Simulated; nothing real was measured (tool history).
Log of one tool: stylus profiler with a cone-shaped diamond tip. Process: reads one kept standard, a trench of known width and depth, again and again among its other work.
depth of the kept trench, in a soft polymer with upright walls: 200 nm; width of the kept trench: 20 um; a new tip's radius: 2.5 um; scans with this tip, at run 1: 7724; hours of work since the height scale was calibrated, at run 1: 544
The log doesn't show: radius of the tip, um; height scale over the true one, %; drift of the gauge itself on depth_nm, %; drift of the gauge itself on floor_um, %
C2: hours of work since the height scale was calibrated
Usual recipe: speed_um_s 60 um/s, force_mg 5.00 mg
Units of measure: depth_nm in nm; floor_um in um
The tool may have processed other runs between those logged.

Run 1, day 0.000: usual settings; scans with this tip 7724; C2 544. Result: depth_nm 204.80 nm, floor_um 16.55 um.
Run 2, day 2.479: usual settings; scans with this tip 8180; C2 576. Result: depth_nm 204.76 nm, floor_um 16.48 um.
Run 3, day 4.988: usual settings; scans with this tip 8640; C2 608. Result: depth_nm 204.88 nm, floor_um 16.37 um.
Run 4, day 7.721: usual settings but force_mg 4.05 mg; scans with this tip 9142; C2 644. Result: depth_nm 204.30 nm, floor_um 16.32 um.
Run 5, day 11.392: usual settings but force_mg 4.05 mg; scans with this tip 9817; C2 691. Result: depth_nm 204.24 nm, floor_um 16.23 um.
Run 6, day 13.862: usual settings but force_mg 4.05 mg; scans with this tip 10271; C2 723. Result: depth_nm 204.23 nm, floor_um 16.19 um.
At day 14.717: new tip fitted, height scale calibrated.
Run 7, day 16.775: usual settings; scans with this tip 377; C2 27. Result: depth_nm 204.54 nm, floor_um 17.80 um.
Run 8, day 18.412: usual settings; scans with this tip 678; C2 48. Result: depth_nm 204.59 nm, floor_um 17.72 um.
Run 9, day 20.604: usual settings; scans with this tip 1081; C2 76. Result: depth_nm 204.64 nm, floor_um 17.63 um.
Run 10, day 23.225: usual settings but force_mg 4.31 mg; scans with this tip 1562; C2 110. Result: depth_nm 204.10 nm, floor_um 17.53 um.
At day 23.596: height scale calibrated on a step standard.
Run 11, day 25.292: usual settings; scans with this tip 1938; C2 22. Result: depth_nm 204.70 nm, floor_um 17.42 um.
Run 12, day 29.225: usual settings; scans with this tip 2661; C2 73. Result: depth_nm 204.70 nm, floor_um 17.37 um.
Run 13, day 32.658: usual settings but speed_um_s 16 um/s; scans with this tip 3291; C2 117. Result: depth_nm 204.60 nm, floor_um 17.33 um.
Run 14, day 35.775: usual settings but speed_um_s 16 um/s; scans with this tip 3864; C2 157. Result: depth_nm 204.72 nm, floor_um 17.24 um.
Run 15, day 38.296: usual settings but speed_um_s 42 um/s, force_mg 3.47 mg; scans with this tip 4327; C2 190. Result: depth_nm 203.76 nm, floor_um 17.04 um.
At day 39.033: height scale calibrated on a step standard, once more.
Run 16, day 40.454: usual settings but speed_um_s 47 um/s, force_mg 2.98 mg; scans with this tip 4719; C2 18. Result: depth_nm 203.26 nm, floor_um 17.01 um.
Run 17, day 43.533: usual settings but speed_um_s 47 um/s, force_mg 3.92 mg; scans with this tip 5285; C2 58. Result: depth_nm 203.95 nm, floor_um 16.93 um.
Run 18, day 46.425: usual settings but speed_um_s 34 um/s, force_mg 1.84 mg; scans with this tip 5816; C2 96. Result: depth_nm 202.47 nm, floor_um 16.79 um.
Run 19, day 49.512: usual settings but speed_um_s 45 um/s, force_mg 7.85 mg; scans with this tip 6383; C2 136. Result: depth_nm 206.18 nm, floor_um 16.81 um.
Run 20, day 53.500: usual settings but speed_um_s 45 um/s, force_mg 7.85 mg; scans with this tip 7116; C2 187. Result: depth_nm 206.30 nm, floor_um 16.71 um.
Run 21, day 55.754: usual settings but speed_um_s 45 um/s, force_mg 7.85 mg; scans with this tip 7530; C2 216. Result: depth_nm 206.25 nm, floor_um 16.65 um.
Run 22, day 59.621: usual settings but speed_um_s 24 um/s; scans with this tip 8240; C2 266. Result: depth_nm 204.83 nm, floor_um 16.60 um.
Run 23, day 62.596: usual settings but speed_um_s 24 um/s; scans with this tip 8787; C2 305. Result: depth_nm 204.68 nm, floor_um 16.47 um.
Run 24, day 64.492: usual settings but speed_um_s 24 um/s; scans with this tip 9135; C2 329. Result: depth_nm 204.75 nm, floor_um 16.41 um.
Run 25, day 68.317: usual settings but speed_um_s 24 um/s; scans with this tip 9837; C2 379. Result: depth_nm 204.75 nm, floor_um 16.32 um.
Run 26, day 70.217: usual settings but speed_um_s 99 um/s, force_mg 7.08 mg; scans with this tip 10187; C2 403. Result: depth_nm 205.91 nm, floor_um 16.18 um.
At day 71.775: new tip fitted, height scale calibrated.
Run 27, day 72.346: usual settings but speed_um_s 99 um/s, force_mg 7.08 mg; scans with this tip 104; C2 7. Result: depth_nm 205.58 nm, floor_um 17.84 um.
Run 28, day 74.058: usual settings but speed_um_s 19 um/s, force_mg 7.08 mg; scans with this tip 419; C2 30. Result: depth_nm 205.68 nm, floor_um 18.01 um.

Forecast each of these 4 alternatives for the next run:
Run A, day 77.654: usual settings but speed_um_s 42 um/s, force_mg 13.13 mg; scans with this tip 1079; C2 76. Result: depth_nm ?, floor_um ?.
Run B, day 77.654: usual settings but speed_um_s 90 um/s, force_mg 12.74 mg; scans with this tip 1079; C2 76. Result: depth_nm ?, floor_um ?.
Run C, day 77.654: usual settings but speed_um_s 141 um/s, force_mg 3.13 mg; scans with this tip 1079; C2 76. Result: depth_nm ?, floor_um ?.
Run D, day 77.654: usual settings but force_mg 9.22 mg; scans with this tip 1079; C2 76. Result: depth_nm ?, floor_um ?.

run  depth_nm  floor_um
  A    208.66     17.75
  B    208.58     17.68
  C    203.36     17.34
  D    206.74     17.72
The same runs, with their run-to-run variation unchanged, on a tool lacking any hidden condition would have given:
run  depth_nm  floor_um
  A    208.70     17.96
  B    208.62     17.89
  C    203.40     17.55
  D    206.78     17.93
